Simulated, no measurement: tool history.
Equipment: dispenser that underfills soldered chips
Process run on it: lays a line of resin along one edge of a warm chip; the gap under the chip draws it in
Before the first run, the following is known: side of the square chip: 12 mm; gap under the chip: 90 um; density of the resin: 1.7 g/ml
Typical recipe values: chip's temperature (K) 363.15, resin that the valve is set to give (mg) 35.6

run,hour,chip's temperature (K),resin that the valve is set to give (mg),time until the resin shows at the far edge (s),resin that the valve gave (mg)
1,0,363.15,35.6,81.6,34.77
2,4.8,363.15,35.6,104.2,34.91
# hour 8.4: new syringe of resin
3,8.8,363.15,35.6,74.8,34.53
4,12.8,363.15,35.6,96,34.52
# hour 18.8: new syringe of resin
5,19.3,375.15,35.6,53.3,34.67
6,25.5,375.15,35.6,77.5,34.38
# hour 29.1: new syringe of resin
7,32.4,368.15,35.6,73.4,34.54
8,36.2,368.15,35.6,95.3,34.37
# hour 39.6: new syringe of resin
9,43,368.15,35.6,74.4,34.24
10,46,368.15,35.6,88,34.06
# hour 49.9: new syringe of resin
11,53.1,368.15,35.6,74.9,34.07
12,58.7,363.15,35.6,121.3,34.14
# hour 60: new syringe of resin
13,61.9,363.15,35.6,81,34.12
14,68.7,363.15,35.6,119.2,33.81
# hour 70.5: new syringe of resin
15,73.3,349.15,35.6,129.5,33.89
# hour 77: dispensing valve cleaned and set on the balance
16,79.6,349.15,33.8,177.5,33.65
# hour 81.8: new syringe of resin
17,83.7,373.15,33.8,60.1,33.87
18,87.5,355.15,32.9,128.2,32.88
# hour 92.2: new syringe of resin
19,93,352.15,37.2,105,37.04
20,99.7,363.15,39.5,110.7,39.36
# hour 102.4: new syringe of resin
21,104.9,372.15,30.4,64.9,30.24
22,110.3,372.15,30.4,90.3,30.03
# hour 112.6: new syringe of resin
23,115.1,375.15,32.1,59.2,31.88
24,121,362.15,43.4,117.6,43.13
# hour 122.9: new syringe of resin
25,127.9,363.15,44.2,93.3,43.9
# hour 133: new syringe of resin
26,134.6,363.15,44.2,74.3,43.54
27,138.7,365.15,32.6,94.6,31.99
28,142.4,355.15,35.1,154.4,34.37
# hour 143.5: new syringe of resin
29,148.3,375.15,45,65.3,44.02
# hour 153.7: new syringe of resin
30,155.4,354.15,37.1,102.9,36.1
31,158.5,354.15,35.6,122.7,34.46
# hour 163.8: new syringe of resin
32,163.8,372.15,44.9,52.3,43.44
33,167.1,372.15,44.9,66.2,44

Consider 3 possible next runs. They are alternatives, not a sequence: every one starts from the tool as it was left by run 33. What does each give?
A,170.3,350.15,45.9,?,?
B,170.3,361.15,41,?,?
C,170.3,351.15,31.5,?,?

run,time until the resin shows at the far edge (s),resin that the valve gave (mg)
A,150.6,44.37
B,108.8,39.89
C,152.5,30.9
Stripped of hidden state, with their random variation kept, the same runs would have yielded:
run,time until the resin shows at the far edge (s),resin that the valve gave (mg)
A,106.4,45.7
B,76.7,41.08
C,107,31.82
